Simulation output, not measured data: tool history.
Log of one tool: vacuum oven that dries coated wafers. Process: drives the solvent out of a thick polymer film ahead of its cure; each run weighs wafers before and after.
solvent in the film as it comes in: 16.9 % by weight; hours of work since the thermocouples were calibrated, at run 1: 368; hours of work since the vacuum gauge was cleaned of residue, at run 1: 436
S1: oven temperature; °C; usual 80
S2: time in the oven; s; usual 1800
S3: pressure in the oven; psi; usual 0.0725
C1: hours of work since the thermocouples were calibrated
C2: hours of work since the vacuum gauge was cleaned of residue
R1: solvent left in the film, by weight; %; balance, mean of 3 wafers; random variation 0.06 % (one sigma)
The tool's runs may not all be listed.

run    hour  S1    S2      S3    C1    C2     R1
  1     0.0  80  1800  0.0725   368   436   3.42
  2    39.3  80  1800  0.0725   398   466   3.37
  3    77.1  80  1800  0.0725   427   495   3.40
  4   119.9  80  1800  0.0725   459   527   3.42
  5   170.3  80  1800  0.0725   497   565   3.53
  6   215.8  80  1800  0.0725   531   600   3.43
  7   266.2  80  1800  0.0725   570   638   3.42
  8   322.8  80  1800  0.0725   612   681   3.42
  9   365.1  80  1800  0.0725   644   713   3.36
 10   403.1  80  2100  0.0725   673   741   2.74
 11   461.0  80  2100  0.0725   717   785   2.74
 12   521.3  80  2100  0.0725   763   831   2.83
 13   574.1  80  2640  0.0725   803   871   2.19
 14   636.0  80  2640  0.0725   849   918   2.14
 15   676.8  80  2640  0.0725   880   949   2.12
 16   733.9  80  1800  0.0725   923   992   3.29
 17   768.7  65  1800  0.0725   950  1018   8.48
 18   823.7  80  1800  0.1350   991  1060   3.99
 19   866.1  92  1800  0.0725  1023  1092   1.09
 20   930.2  80  1800  0.0725  1072  1140   3.21
 21   988.2  80  1800  0.0725  1116  1184   3.34
 22  1054.7  80  1800  0.0725  1166  1234   3.30
 23  1091.5  80  1080  0.0725  1194  1262   5.41
 24  1119.7  80  1080  0.0725  1215  1284   5.33
 25  1173.5  67   960  0.0921  1256  1324  10.13
     1181.6  -- oven's thermocouples calibrated
 26  1223.5  67   960  0.0921    32  1361   9.87
 27  1270.9  78  1860  0.0796    68  1397   3.40
     1320.4  -- oven's thermocouples calibrated, once more
 28  1334.3  73  1860  0.1298    11  1443   7.02
 29  1363.5  80  1140  0.2708    33  1465   7.68
 30  1425.5  75  1080  0.0725    80  1512   7.89
 31  1481.3  75  1080  0.0725   122  1554   8.01
 32  1531.2  75  1080  0.0725   160  1592   8.05
     1543.2  -- vacuum gauge cleaned of residue and calibrated
 33  1584.4  93  1740  0.1761   199    31   1.56

Forecast run 34:
 34  1641.1  72  2940  0.0725  242  74   ?

{"run 34": {"R1": 3.78}}
Without the tool's hidden state the same run would have given R1 3.84 %.
